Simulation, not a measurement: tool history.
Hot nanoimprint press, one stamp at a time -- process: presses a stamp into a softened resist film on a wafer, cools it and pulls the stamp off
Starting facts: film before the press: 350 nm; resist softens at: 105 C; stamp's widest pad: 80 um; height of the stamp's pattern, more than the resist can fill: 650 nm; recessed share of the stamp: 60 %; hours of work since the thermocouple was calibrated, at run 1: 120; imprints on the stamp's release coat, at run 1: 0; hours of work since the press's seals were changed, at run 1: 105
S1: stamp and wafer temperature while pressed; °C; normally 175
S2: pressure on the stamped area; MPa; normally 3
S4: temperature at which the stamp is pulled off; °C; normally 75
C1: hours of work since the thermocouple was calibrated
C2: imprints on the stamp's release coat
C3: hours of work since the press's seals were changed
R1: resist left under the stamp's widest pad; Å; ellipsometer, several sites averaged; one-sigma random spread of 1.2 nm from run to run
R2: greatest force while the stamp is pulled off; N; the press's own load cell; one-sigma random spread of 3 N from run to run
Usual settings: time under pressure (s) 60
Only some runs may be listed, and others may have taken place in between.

Run 1, hour 0: usual settings; C1 120; C2 0; C3 105. Result: R1 1876 Å, R2 142 N.
Run 2, hour 6.2: usual settings; C1 123; C2 21; C3 108. Result: R1 1850 Å, R2 139 N.
Run 3, hour 13.8: usual settings; C1 126; C2 47; C3 112. Result: R1 1886 Å, R2 139 N.
Run 4, hour 24.4: usual settings; C1 131; C2 82; C3 117. Result: R1 1881 Å, R2 141 N.
Run 5, hour 35.6: usual settings; C1 136; C2 120; C3 122. Result: R1 1876 Å, R2 149 N.
Run 6, hour 41.1: usual settings; C1 139; C2 138; C3 124. Result: R1 1888 Å, R2 143 N.
Run 7, hour 48.5: usual settings but S1 183 °C, S2 2.47 MPa; C1 142; C2 163; C3 127. Result: R1 1384 Å, R2 149 N.
Run 8, hour 58.1: usual settings but S1 183 °C, S2 2.47 MPa; C1 146; C2 196; C3 132. Result: R1 1379 Å, R2 151 N.
Run 9, hour 68.4: usual settings but S1 168 °C, S2 2.76 MPa, S4 64 °C; C1 151; C2 230; C3 136. Result: R1 2649 Å, R2 198 N.
Run 10, hour 75.8: usual settings but S1 168 °C, S2 2.75 MPa, S4 64 °C; C1 154; C2 255; C3 140. Result: R1 2637 Å, R2 199 N.

3 options for the next run, each taken on its own from the tool as it stands now. Forecast them:
Run A, hour 83.5: usual settings but S4 71 °C; C1 158; C2 281; C3 143. Result: R1 ?, R2 ?.
Run B, hour 83.5: usual settings but S1 168 °C, S2 2.36 MPa, time under pressure (s) 35, S4 83 °C; C1 158; C2 281; C3 143. Result: R1 ?, R2 ?.
Run C, hour 83.5: usual settings but S1 179 °C, S4 67 °C; C1 158; C2 281; C3 143. Result: R1 ?, R2 ?.

run    R1   R2
  A  1899  178
  B  2996  116
  C  1559  194
Without the tool's hidden state the same runs would have given:
run    R1   R2
  A  1834  160
  B  2948  103
  C  1502  175
